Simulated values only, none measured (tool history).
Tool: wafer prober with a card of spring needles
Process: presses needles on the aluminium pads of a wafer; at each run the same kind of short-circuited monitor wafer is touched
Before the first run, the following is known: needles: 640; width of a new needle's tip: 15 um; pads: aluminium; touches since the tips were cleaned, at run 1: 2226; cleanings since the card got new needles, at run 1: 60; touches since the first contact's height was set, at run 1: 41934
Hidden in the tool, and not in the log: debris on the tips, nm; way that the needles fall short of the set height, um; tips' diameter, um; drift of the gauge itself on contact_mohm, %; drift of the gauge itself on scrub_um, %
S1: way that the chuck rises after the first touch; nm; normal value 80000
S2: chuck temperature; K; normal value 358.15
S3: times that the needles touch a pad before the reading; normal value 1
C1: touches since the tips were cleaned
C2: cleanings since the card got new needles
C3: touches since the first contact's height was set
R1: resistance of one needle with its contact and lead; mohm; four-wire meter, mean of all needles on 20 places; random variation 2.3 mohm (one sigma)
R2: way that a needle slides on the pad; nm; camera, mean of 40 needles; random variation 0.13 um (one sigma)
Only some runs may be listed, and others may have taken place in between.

run 1 hour=0.0 | S1=80000 S2=358.15 S3=1 | C1=2226 C2=60 C3=41934 | R1=293 R2=12120
-- hour=3.1 tips cleaned on abrasive film
-- hour=10.1 tips cleaned on abrasive film
run 2 hour=11.9 | S1=80000 S2=339.15 S3=1 | C1=1141 C2=62 C3=49443 | R1=271 R2=12170
-- hour=17.3 tips cleaned on abrasive film
run 3 hour=22.2 | S1=80000 S2=339.15 S3=1 | C1=3116 C2=63 C3=55975 | R1=298 R2=12120
-- hour=24.6 tips cleaned on abrasive film
-- hour=31.1 tips cleaned on abrasive film
-- hour=37.7 tips cleaned on abrasive film
run 4 hour=40.4 | S1=80000 S2=313.15 S3=1 | C1=1710 C2=66 C3=67418 | R1=277 R2=12350
-- hour=44.5 tips cleaned on abrasive film
-- hour=51.0 tips cleaned on abrasive film
run 5 hour=51.4 | S1=80000 S2=313.15 S3=1 | C1=272 C2=68 C3=74374 | R1=262 R2=12200
-- hour=58.2 tips cleaned on abrasive film
run 6 hour=61.0 | S1=80000 S2=358.15 S3=1 | C1=1795 C2=69 C3=80458 | R1=291 R2=11720
-- hour=64.7 tips cleaned on abrasive film
-- hour=72.2 tips cleaned on abrasive film
run 7 hour=72.6 | S1=80000 S2=358.15 S3=1 | C1=238 C2=71 C3=87769 | R1=265 R2=11840
-- hour=79.1 tips cleaned on abrasive film
run 8 hour=84.1 | S1=80000 S2=358.15 S3=1 | C1=3230 C2=72 C3=95098 | R1=302 R2=12030
-- hour=85.3 tips cleaned on abrasive film
-- hour=91.9 tips cleaned on abrasive film
run 9 hour=96.1 | S1=80000 S2=358.15 S3=1 | C1=2680 C2=74 C3=102648 | R1=299 R2=11980
-- hour=98.9 tips cleaned on abrasive film
run 10 hour=104.4 | S1=80000 S2=358.15 S3=1 | C1=3525 C2=75 C3=107890 | R1=309 R2=11900
-- hour=106.0 tips cleaned on abrasive film
-- hour=112.5 tips cleaned on abrasive film
-- hour=118.9 tips cleaned on abrasive film
run 11 hour=118.9 | S1=80000 S2=358.15 S3=1 | C1=0 C2=78 C3=117016 | R1=263 R2=11860
-- hour=125.5 tips cleaned on abrasive film
-- hour=131.9 tips cleaned on abrasive film
run 12 hour=135.1 | S1=80000 S2=358.15 S3=1 | C1=1990 C2=80 C3=127231 | R1=295 R2=11840
-- hour=138.6 tips cleaned on abrasive film
-- hour=145.3 tips cleaned on abrasive film
run 13 hour=149.9 | S1=80000 S2=358.15 S3=1 | C1=2950 C2=82 C3=136632 | R1=309 R2=11690
-- hour=152.7 tips cleaned on abrasive film
run 14 hour=158.8 | S1=80000 S2=358.15 S3=2 | C1=3861 C2=83 C3=142244 | R1=296 R2=11660
-- hour=160.4 tips cleaned on abrasive film
-- hour=166.9 tips cleaned on abrasive film
run 15 hour=166.9 | S1=80000 S2=358.15 S3=2 | C1=0 C2=85 C3=147333 | R1=266 R2=11590
-- hour=173.5 tips cleaned on abrasive film
run 16 hour=176.9 | S1=80000 S2=358.15 S3=2 | C1=2185 C2=86 C3=153694 | R1=283 R2=11600
-- hour=181.1 tips cleaned on abrasive film
run 17 hour=185.5 | S1=80000 S2=358.15 S3=2 | C1=2772 C2=87 C3=159099 | R1=289 R2=11640
-- hour=188.2 tips cleaned on abrasive film
-- hour=194.9 tips cleaned on abrasive film
-- hour=201.5 tips cleaned on abrasive film
run 18 hour=203.0 | S1=80000 S2=301.15 S3=1 | C1=958 C2=90 C3=170166 | R1=270 R2=11500
-- hour=208.7 tips cleaned on abrasive film
-- hour=215.0 tips cleaned on abrasive film
run 19 hour=219.2 | S1=61000 S2=298.15 S3=2 | C1=2727 C2=92 C3=180437 | R1=305 R2=8810
-- hour=221.7 tips cleaned on abrasive film
-- hour=228.8 tips cleaned on abrasive film
-- hour=235.4 tips cleaned on abrasive film
run 20 hour=235.4 | S1=80000 S2=397.15 S3=1 | C1=0 C2=95 C3=190617 | R1=277 R2=11290
-- hour=241.8 tips cleaned on abrasive film
-- hour=248.6 tips cleaned on abrasive film
run 21 hour=251.6 | S1=80000 S2=397.15 S3=1 | C1=1928 C2=97 C3=200838 | R1=310 R2=11530
-- hour=255.2 tips cleaned on abrasive film
-- hour=262.1 tips cleaned on abrasive film
-- hour=267.0 height of the first contact set anew
-- hour=269.1 tips cleaned on abrasive film
run 22 hour=269.2 | S1=87000 S2=397.15 S3=1 | C1=101 C2=100 C3=1340 | R1=271 R2=13380
-- hour=275.6 tips cleaned on abrasive film
-- hour=282.3 tips cleaned on abrasive film
run 23 hour=282.3 | S1=87000 S2=302.15 S3=2 | C1=0 C2=102 C3=9594 | R1=246 R2=13230
-- hour=289.4 tips cleaned on abrasive film
run 24 hour=295.0 | S1=98000 S2=302.15 S3=1 | C1=3603 C2=103 C3=17693 | R1=284 R2=14920
-- hour=296.6 tips cleaned on abrasive film
-- hour=303.7 tips cleaned on abrasive film
-- hour=310.0 tips cleaned on abrasive film
run 25 hour=313.5 | S1=98000 S2=314.15 S3=1 | C1=2202 C2=106 C3=29335 | R1=275 R2=14990
-- hour=317.2 tips cleaned on abrasive film
-- hour=323.6 tips cleaned on abrasive film
-- hour=329.9 tips cleaned on abrasive film
run 26 hour=332.4 | S1=98000 S2=314.15 S3=1 | C1=1594 C2=109 C3=41268 | R1=267 R2=14950
-- hour=336.1 tips cleaned on abrasive film
-- hour=342.3 tips cleaned on abrasive film
run 27 hour=344.2 | S1=98000 S2=314.15 S3=1 | C1=1215 C2=111 C3=48675 | R1=264 R2=15110
-- hour=349.5 tips cleaned on abrasive film
-- hour=356.6 tips cleaned on abrasive film
-- hour=362.8 tips cleaned on abrasive film
run 28 hour=362.8 | S1=95000 S2=371.15 S3=3 | C1=0 C2=114 C3=60464 | R1=268 R2=14360
-- hour=370.3 tips cleaned on abrasive film
run 29 hour=373.0 | S1=95000 S2=371.15 S3=3 | C1=1742 C2=115 C3=66908 | R1=267 R2=14430

What if the next run were any one of these 3? Each begins from the tool's condition after run 29:
-- hour=377.0 tips cleaned on abrasive film
-- hour=383.4 tips cleaned on abrasive film
run A hour=383.4 | S1=85000 S2=320.15 S3=1 | C1=0 C2=117 C3=73425 | R1=? R2=?
-- hour=377.0 tips cleaned on abrasive film
-- hour=383.4 tips cleaned on abrasive film
run B hour=383.4 | S1=92000 S2=371.15 S3=2 | C1=0 C2=117 C3=73425 | R1=? R2=?
-- hour=377.0 tips cleaned on abrasive film
-- hour=383.4 tips cleaned on abrasive film
run C hour=383.4 | S1=76000 S2=379.15 S3=1 | C1=0 C2=117 C3=73425 | R1=? R2=?

run=A R1=256 R2=12800
run=B R1=268 R2=13840
run=C R1=274 R2=11160
Without the tool's hidden state the same runs would have given:
run=A R1=246 R2=13110
run=B R1=261 R2=14150
run=C R1=262 R2=11460

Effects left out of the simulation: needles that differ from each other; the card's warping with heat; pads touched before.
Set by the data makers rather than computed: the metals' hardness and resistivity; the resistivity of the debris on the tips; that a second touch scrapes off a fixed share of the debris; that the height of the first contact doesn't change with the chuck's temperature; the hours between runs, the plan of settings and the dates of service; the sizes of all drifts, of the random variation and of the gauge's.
